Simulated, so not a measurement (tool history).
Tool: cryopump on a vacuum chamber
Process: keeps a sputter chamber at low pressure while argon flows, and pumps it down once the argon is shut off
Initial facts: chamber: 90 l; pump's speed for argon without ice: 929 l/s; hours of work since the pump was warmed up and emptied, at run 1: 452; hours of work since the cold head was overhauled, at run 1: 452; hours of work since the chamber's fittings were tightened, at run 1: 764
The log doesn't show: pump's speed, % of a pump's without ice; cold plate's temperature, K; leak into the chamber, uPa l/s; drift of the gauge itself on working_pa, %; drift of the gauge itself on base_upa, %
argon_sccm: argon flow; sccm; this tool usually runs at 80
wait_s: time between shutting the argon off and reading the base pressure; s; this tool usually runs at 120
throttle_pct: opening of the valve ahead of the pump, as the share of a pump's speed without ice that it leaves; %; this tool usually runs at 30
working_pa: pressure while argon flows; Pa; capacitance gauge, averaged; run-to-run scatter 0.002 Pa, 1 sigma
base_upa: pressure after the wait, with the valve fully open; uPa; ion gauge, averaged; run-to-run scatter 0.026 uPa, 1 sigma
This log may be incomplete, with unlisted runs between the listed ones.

| run | day | argon_sccm | wait_s | throttle_pct | hours of work since the pump was warmed up and emptied | hours of work since the cold head was overhauled | hours of work since the chamber's fittings were tightened | working_pa | base_upa |
|---|---|---|---|---|---|---|---|---|---|
| 1 | 0 | 80 | 120 | 30 | 452 | 452 | 764 | 0.5122 | 1.85 |
| 2 | 2.208 | 80 | 120 | 30 | 477 | 477 | 789 | 0.5153 | 1.83 |
| 3 | 5.388 | 80 | 120 | 30 | 513 | 513 | 825 | 0.5188 | 1.93 |
| 4 | 8.183 | 80 | 120 | 16 | 545 | 545 | 857 | 0.9421 | 1.96 |
| 5 | 11.071 | 80 | 120 | 16 | 578 | 578 | 890 | 0.9475 | 2 |
| 6 | 13.471 | 80 | 26 | 16 | 605 | 605 | 917 | 0.9541 | 4.76 |
| 7 | 15.304 | 80 | 26 | 16 | 626 | 626 | 938 | 0.9481 | 4.74 |
|  | 16.5 | pump warmed up, emptied and cooled again |
| 8 | 17.283 | 80 | 26 | 16 | 9 | 647 | 959 | 0.9087 | 4.48 |
| 9 | 19.004 | 80 | 233 | 30 | 29 | 666 | 978 | 0.4893 | 1.51 |
| 10 | 21.983 | 34 | 120 | 30 | 63 | 700 | 1012 | 0.2116 | 1.91 |
| 11 | 23.812 | 34 | 134 | 30 | 83 | 721 | 1033 | 0.2096 | 1.83 |
| 12 | 25.529 | 34 | 134 | 30 | 103 | 741 | 1053 | 0.2108 | 1.86 |
| 13 | 27.05 | 34 | 134 | 30 | 120 | 758 | 1070 | 0.2089 | 1.92 |
| 14 | 30.083 | 34 | 134 | 30 | 155 | 793 | 1105 | 0.2106 | 1.97 |
| 15 | 32.225 | 80 | 120 | 27 | 179 | 817 | 1129 | 0.5531 | 2.04 |
| 16 | 35.671 | 80 | 120 | 27 | 219 | 856 | 1168 | 0.5509 | 2.1 |
| 17 | 37.367 | 80 | 120 | 27 | 238 | 876 | 1188 | 0.5566 | 2.17 |
| 18 | 38.879 | 50 | 24 | 27 | 255 | 893 | 1205 | 0.3454 | 5.03 |
| 19 | 40.883 | 80 | 46 | 30 | 278 | 916 | 1228 | 0.5031 | 3.43 |
| 20 | 42.929 | 80 | 120 | 58 | 302 | 939 | 1251 | 0.2677 | 2.21 |
| 21 | 46.354 | 77 | 139 | 30 | 341 | 978 | 1290 | 0.4875 | 2.14 |
| 22 | 49.158 | 34 | 139 | 48 | 373 | 1010 | 1322 | 0.1397 | 2.18 |
| 23 | 52.208 | 34 | 139 | 48 | 407 | 1045 | 1357 | 0.1409 | 2.3 |
| 24 | 53.762 | 82 | 68 | 17 | 425 | 1063 | 1375 | 0.9061 | 2.91 |
| 25 | 55.712 | 146 | 68 | 27 | 447 | 1085 | 1397 | 1.039 | 2.96 |
| 26 | 57.825 | 80 | 265 | 30 | 471 | 1109 | 1421 | 0.5181 | 2.04 |
| 27 | 59.621 | 70 | 219 | 27 | 492 | 1130 | 1442 | 0.4978 | 2.12 |
| 28 | 61.375 | 57 | 20 | 30 | 512 | 1150 | 1462 | 0.3699 | 6.08 |
| 29 | 64.3 | 57 | 20 | 30 | 545 | 1183 | 1495 | 0.3714 | 6.19 |
| 30 | 67.096 | 57 | 189 | 30 | 577 | 1215 | 1527 | 0.3729 | 2.36 |
| 31 | 70.05 | 36 | 189 | 17 | 611 | 1249 | 1561 | 0.4002 | 2.45 |
|  | 72.8 | pump warmed up, emptied and cooled again |
| 32 | 73.458 | 80 | 120 | 33 | 8 | 1285 | 1597 | 0.4447 | 2.34 |
| 33 | 75.179 | 80 | 120 | 33 | 27 | 1305 | 1617 | 0.4484 | 2.36 |
| 34 | 77.088 | 80 | 31 | 21 | 49 | 1326 | 1638 | 0.7017 | 4.47 |

4 ways to go on from here, each from the tool as it stands after run 34. What would each give?
| A | 79.721 | 44 | 298 | 46 | 79 | 1356 | 1668 | ? | ? |
| B | 79.721 | 35 | 120 | 30 | 79 | 1356 | 1668 | ? | ? |
| C | 79.721 | 80 | 22 | 55 | 79 | 1356 | 1668 | ? | ? |
| D | 79.721 | 80 | 124 | 17 | 79 | 1356 | 1668 | ? | ? |

| run | working_pa | base_upa |
|---|---|---|
| A | 0.1774 | 1.96 |
| B | 0.2149 | 2.43 |
| C | 0.2744 | 5.79 |
| D | 0.8625 | 2.39 |
With the hidden condition removed and each run's random variation left untouched, the same runs would have given:
| run | working_pa | base_upa |
|---|---|---|
| A | 0.1729 | 0.57 |
| B | 0.2113 | 1.06 |
| C | 0.2661 | 4.39 |
| D | 0.8543 | 1.01 |
